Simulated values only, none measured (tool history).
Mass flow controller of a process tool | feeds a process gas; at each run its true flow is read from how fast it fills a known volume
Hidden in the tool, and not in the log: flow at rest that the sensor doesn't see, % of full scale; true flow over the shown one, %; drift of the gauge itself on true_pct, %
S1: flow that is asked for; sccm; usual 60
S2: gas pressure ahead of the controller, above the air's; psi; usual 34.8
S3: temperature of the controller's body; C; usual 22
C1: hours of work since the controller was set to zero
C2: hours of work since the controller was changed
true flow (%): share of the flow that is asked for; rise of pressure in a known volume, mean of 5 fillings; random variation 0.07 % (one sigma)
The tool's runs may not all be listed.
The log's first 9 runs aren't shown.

run 10 day=56.267 | S1=60 S2=34.8 S3=22 | C1=1831 C2=1831 | true_flow_(%)=99
run 11 day=64.358 | S1=60 S2=34.8 S3=22 | C1=1916 C2=1916 | true_flow_(%)=98.93
run 12 day=70.779 | S1=60 S2=34.8 S3=22 | C1=1983 C2=1983 | true_flow_(%)=99.02
run 13 day=78.308 | S1=60 S2=34.8 S3=22 | C1=2062 C2=2062 | true_flow_(%)=98.94
run 14 day=84.988 | S1=39 S2=34.8 S3=22 | C1=2131 C2=2131 | true_flow_(%)=98.28
run 15 day=91.579 | S1=60 S2=34.8 S3=28 | C1=2200 C2=2200 | true_flow_(%)=98.21
run 16 day=95.308 | S1=32 S2=34.8 S3=22 | C1=2239 C2=2239 | true_flow_(%)=98.15
run 17 day=100.738 | S1=18 S2=30 S3=37 | C1=2296 C2=2296 | true_flow_(%)=96.09
run 18 day=107.933 | S1=60 S2=34.8 S3=21 | C1=2371 C2=2371 | true_flow_(%)=99.14
run 19 day=116.071 | S1=60 S2=34.8 S3=33 | C1=2456 C2=2456 | true_flow_(%)=97.74
run 20 day=121.525 | S1=60 S2=34.8 S3=33 | C1=2514 C2=2514 | true_flow_(%)=97.76
run 21 day=130.592 | S1=60 S2=25.2 S3=24 | C1=2608 C2=2608 | true_flow_(%)=99.05
run 22 day=137.221 | S1=48 S2=36.4 S3=22 | C1=2678 C2=2678 | true_flow_(%)=98.51
run 23 day=141.775 | S1=60 S2=28.1 S3=24 | C1=2725 C2=2725 | true_flow_(%)=98.83
run 24 day=150.062 | S1=60 S2=28.1 S3=24 | C1=2812 C2=2812 | true_flow_(%)=98.9
run 25 day=156.175 | S1=60 S2=25.4 S3=22 | C1=2876 C2=2876 | true_flow_(%)=99.22
run 26 day=162.296 | S1=60 S2=21.6 S3=22 | C1=2940 C2=2940 | true_flow_(%)=99.54
run 27 day=168.521 | S1=60 S2=21.3 S3=21 | C1=3005 C2=3005 | true_flow_(%)=99.44
run 28 day=174.562 | S1=60 S2=21.3 S3=21 | C1=3068 C2=3068 | true_flow_(%)=99.53
run 29 day=183.196 | S1=60 S2=29.2 S3=22 | C1=3158 C2=3158 | true_flow_(%)=98.95
run 30 day=189.8 | S1=11 S2=36.3 S3=27 | C1=3228 C2=3228 | true_flow_(%)=96.85
run 31 day=197.279 | S1=72 S2=34.8 S3=22 | C1=3306 C2=3306 | true_flow_(%)=99.37

Forecast each of these 3 alternatives for the next run:
run A day=204.725 | S1=26 S2=20.3 S3=22 | C1=3384 C2=3384 | true_flow_(%)=?
run B day=204.725 | S1=60 S2=31.9 S3=22 | C1=3384 C2=3384 | true_flow_(%)=?
run C day=204.725 | S1=28 S2=21.5 S3=22 | C1=3384 C2=3384 | true_flow_(%)=?

run=A true_flow_(%)=98.26
run=B true_flow_(%)=99.05
run=C true_flow_(%)=98.41
Without the tool's hidden state the same runs would have given:
run=A true_flow_(%)=98.24
run=B true_flow_(%)=99.04
run=C true_flow_(%)=98.4

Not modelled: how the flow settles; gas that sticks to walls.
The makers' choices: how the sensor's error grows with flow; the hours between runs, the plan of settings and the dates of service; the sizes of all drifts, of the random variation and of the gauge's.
